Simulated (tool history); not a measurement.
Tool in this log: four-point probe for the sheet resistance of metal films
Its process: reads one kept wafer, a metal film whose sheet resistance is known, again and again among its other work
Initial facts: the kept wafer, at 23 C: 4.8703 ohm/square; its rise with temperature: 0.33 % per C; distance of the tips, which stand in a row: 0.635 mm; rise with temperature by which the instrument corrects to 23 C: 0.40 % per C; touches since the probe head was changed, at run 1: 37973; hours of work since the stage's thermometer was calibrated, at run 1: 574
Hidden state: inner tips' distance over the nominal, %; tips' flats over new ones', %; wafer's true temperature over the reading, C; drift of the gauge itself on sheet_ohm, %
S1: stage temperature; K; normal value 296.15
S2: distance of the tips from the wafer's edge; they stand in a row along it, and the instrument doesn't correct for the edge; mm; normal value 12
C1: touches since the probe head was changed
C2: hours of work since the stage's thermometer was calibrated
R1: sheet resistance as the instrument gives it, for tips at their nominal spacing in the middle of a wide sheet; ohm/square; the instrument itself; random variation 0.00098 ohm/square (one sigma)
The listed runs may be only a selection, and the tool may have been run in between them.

run,hour,S1,S2,C1,C2,R1
1,0,296.15,12,37973,574,4.877267
2,30,296.15,9,39326,591,4.884772
3,54,296.15,9,40404,605,4.883599
4,72,296.15,61,41215,616,4.869942
5,97.7,296.15,61,42371,630,4.872344
6,115.5,296.15,12,43175,641,4.877939
7,136.2,296.15,12,44104,653,4.877632
8,153.7,305.15,12,44893,663,4.846032
9,183.3,294.15,4,46228,680,4.943982
10,212.7,306.15,12,47550,697,4.842506
11,243.4,307.15,3,48932,714,4.947071
12,270.1,292.15,4,50134,730,4.951546
13,289.2,295.15,41,50996,741,4.873976
14,321.8,297.15,48,52461,760,4.867377

Below are 4 alternative next runs, each starting from the tool's condition after run 14. Predict each:
A,338.4,296.15,5,53207,769,?
B,338.4,292.15,5,53207,769,?
C,338.4,302.15,11,53207,769,?
D,338.4,303.15,16,53207,769,?

run,R1
A,4.913307
B,4.927285
C,4.857263
D,4.851017
The same runs, with their run-to-run variation unchanged, on a tool lacking any hidden condition would have given:
run,R1
A,4.913121
B,4.927098
C,4.857078
D,4.850832
